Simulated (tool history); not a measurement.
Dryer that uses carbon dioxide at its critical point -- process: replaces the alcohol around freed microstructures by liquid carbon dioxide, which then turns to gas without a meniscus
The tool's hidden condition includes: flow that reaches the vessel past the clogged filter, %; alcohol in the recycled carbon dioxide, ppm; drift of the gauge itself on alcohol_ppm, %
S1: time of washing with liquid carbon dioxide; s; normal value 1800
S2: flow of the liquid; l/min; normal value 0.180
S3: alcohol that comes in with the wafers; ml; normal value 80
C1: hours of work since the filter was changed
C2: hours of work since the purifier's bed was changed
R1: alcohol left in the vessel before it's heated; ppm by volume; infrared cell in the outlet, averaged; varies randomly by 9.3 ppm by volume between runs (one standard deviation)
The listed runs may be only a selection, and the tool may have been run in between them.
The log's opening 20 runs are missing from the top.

run,hour,S1,S2,S3,C1,C2,R1
21,956.3,1800,0.180,37,78,143,326
22,1020.1,1860,0.139,80,122,188,2031
23,1055.9,1860,0.139,80,147,213,2086
24,1119.3,2880,0.116,54,192,257,607
25,1154.8,1680,0.304,54,216,282,75
26,1216.5,1680,0.304,54,260,325,99
27,1271.0,2160,0.130,69,298,363,1922
28,1304.6,1800,0.187,45,321,387,630
# hour 1339.5: inlet filter changed
29,1339.5,1800,0.187,83,0,410,480
30,1383.9,1800,0.187,83,31,441,550
31,1413.3,1800,0.111,35,52,462,1878
32,1464.5,1800,0.111,35,87,498,1995
33,1504.2,1800,0.291,70,115,526,93
34,1564.0,1380,0.180,80,157,567,2396

The next listed run, before its measurement:
35,1631.3,2460,0.157,80,204,614,?

{"run 35": {"R1": 487}}
With no hidden state in the tool, this same run would have given R1 219 ppm by volume.
